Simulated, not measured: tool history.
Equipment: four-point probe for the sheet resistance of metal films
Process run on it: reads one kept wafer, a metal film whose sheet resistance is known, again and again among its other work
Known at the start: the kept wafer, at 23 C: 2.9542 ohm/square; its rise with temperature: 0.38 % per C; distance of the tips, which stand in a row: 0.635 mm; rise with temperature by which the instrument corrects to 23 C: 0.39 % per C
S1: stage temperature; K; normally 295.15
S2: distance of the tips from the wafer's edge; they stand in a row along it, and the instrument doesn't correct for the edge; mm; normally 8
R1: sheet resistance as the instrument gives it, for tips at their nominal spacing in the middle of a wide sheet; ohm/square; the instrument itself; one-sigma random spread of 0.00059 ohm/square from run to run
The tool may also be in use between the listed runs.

run   hour      S1  S2        R1
  1      0  295.15   8  3.007128
  2   55.2  295.15   8  3.008657
  3   84.9  295.15   8  3.008454
  4  124.9  295.15   8  3.009207
  5  173.4  295.15   8  3.011977
  6  228.7  292.15   8  3.012602
  7  283.9  296.15   8  3.015606
  8  307.8  296.15   8  3.015905
  9  331.2  296.15   8  3.016946
 10  355.2  296.15   8    3.0159
 11    382  296.15  21  3.008393
 12    417  296.15  21    3.0083
 13  466.4  296.15  21  3.011137
 14  505.5  292.15  10  3.016875
 15  538.6  295.15  38  3.011646
 16  588.5  299.15  19  3.014154
 17  624.1  301.15   8  3.021546
 18  681.6  301.15   8  3.025144
 19  708.6  299.15  42  3.015466

A few steps of R1 between consecutive runs. Split each: what settings, incoming material and random variation would produce without the hidden state, and what is left over for the hidden state, along with gauge scatter present in only one of the two compared results (measured, and without hidden state):
The tool's hidden condition here consists of: inner tips' distance over the nominal, %; tips' flats over new ones', %; wafer's true temperature over the reading, C; drift of the gauge itself on sheet_ohm, %.
Run 17 -> 18: no setting touched and nothing written in the log between the runs. R1 +0.003598 ohm/square: hidden state +0.0017, all else +0.001898.
Run 18 -> 19: S1 301.15 -> 299.15, S2 8 -> 42. R1 -0.009678 ohm/square: hidden state +0.000533, all else -0.010211.
